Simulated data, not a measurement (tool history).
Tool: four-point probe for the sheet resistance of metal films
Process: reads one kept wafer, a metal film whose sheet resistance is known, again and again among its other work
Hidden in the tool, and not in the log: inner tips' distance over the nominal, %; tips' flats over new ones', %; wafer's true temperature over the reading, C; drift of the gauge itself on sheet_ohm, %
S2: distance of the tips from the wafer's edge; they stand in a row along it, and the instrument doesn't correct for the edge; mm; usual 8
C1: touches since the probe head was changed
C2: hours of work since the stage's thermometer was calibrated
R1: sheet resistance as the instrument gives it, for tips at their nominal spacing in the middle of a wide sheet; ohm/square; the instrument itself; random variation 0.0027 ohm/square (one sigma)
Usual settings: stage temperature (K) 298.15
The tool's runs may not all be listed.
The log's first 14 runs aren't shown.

run 15 day=45.738 | stage_temperature_(K)=298.15 S2=54 | C1=71705 C2=1107 | R1=13.273045
-- day=45.942 stage's thermometer calibrated
run 16 day=48.021 | stage_temperature_(K)=298.15 S2=8 | C1=73521 C2=38 | R1=13.302668
run 17 day=50.188 | stage_temperature_(K)=298.15 S2=8 | C1=75256 C2=77 | R1=13.309573
run 18 day=52.842 | stage_temperature_(K)=298.15 S2=8 | C1=77384 C2=124 | R1=13.305853
run 19 day=56.492 | stage_temperature_(K)=298.15 S2=8 | C1=80309 C2=190 | R1=13.302845
run 20 day=59.454 | stage_temperature_(K)=298.15 S2=8 | C1=82682 C2=244 | R1=13.300556
run 21 day=63.979 | stage_temperature_(K)=298.15 S2=8 | C1=86310 C2=325 | R1=13.298252
-- day=65.962 stage's thermometer calibrated, once more
run 22 day=66.492 | stage_temperature_(K)=298.15 S2=4 | C1=88306 C2=10 | R1=13.341213
run 23 day=69.079 | stage_temperature_(K)=298.15 S2=4 | C1=90378 C2=56 | R1=13.346408
run 24 day=72.654 | stage_temperature_(K)=292.15 S2=41 | C1=93243 C2=121 | R1=13.247644
run 25 day=76.329 | stage_temperature_(K)=304.15 S2=32 | C1=96188 C2=187 | R1=13.225021
run 26 day=79.354 | stage_temperature_(K)=299.15 S2=8 | C1=98612 C2=241 | R1=13.256598
run 27 day=81.238 | stage_temperature_(K)=300.15 S2=6 | C1=100120 C2=275 | R1=13.27869
run 28 day=84.721 | stage_temperature_(K)=307.15 S2=44 | C1=102914 C2=338 | R1=13.215114
run 29 day=86.925 | stage_temperature_(K)=293.15 S2=38 | C1=104680 C2=378 | R1=13.240598
-- day=88.467 new probe head fitted
run 30 day=90.983 | stage_temperature_(K)=297.15 S2=4 | C1=2017 C2=450 | R1=13.524991
run 31 day=93.467 | stage_temperature_(K)=297.15 S2=4 | C1=4008 C2=495 | R1=13.523269
run 32 day=95.967 | stage_temperature_(K)=297.15 S2=4 | C1=6008 C2=540 | R1=13.527287
run 33 day=100.046 | stage_temperature_(K)=297.15 S2=4 | C1=9279 C2=614 | R1=13.521683
run 34 day=103.167 | stage_temperature_(K)=297.15 S2=4 | C1=11781 C2=670 | R1=13.523078
run 35 day=106.521 | stage_temperature_(K)=292.15 S2=32 | C1=14467 C2=731 | R1=13.418832

Forecast each of these 5 alternatives for the next run:
run A day=109.192 | stage_temperature_(K)=292.15 S2=10 | C1=16608 C2=779 | R1=?
run B day=109.192 | stage_temperature_(K)=292.15 S2=4 | C1=16608 C2=779 | R1=?
run C day=109.192 | stage_temperature_(K)=293.15 S2=66 | C1=16608 C2=779 | R1=?
run D day=109.192 | stage_temperature_(K)=298.15 S2=15 | C1=16608 C2=779 | R1=?
run E day=109.192 | stage_temperature_(K)=295.15 S2=36 | C1=16608 C2=779 | R1=?

run=A R1=13.434063
run=B R1=13.531104
run=C R1=13.418372
run=D R1=13.413374
run=E R1=13.411166
Without the tool's hidden state the same runs would have given:
run=A R1=13.412384
run=B R1=13.509274
run=C R1=13.396759
run=D R1=13.391972
run=E R1=13.389647
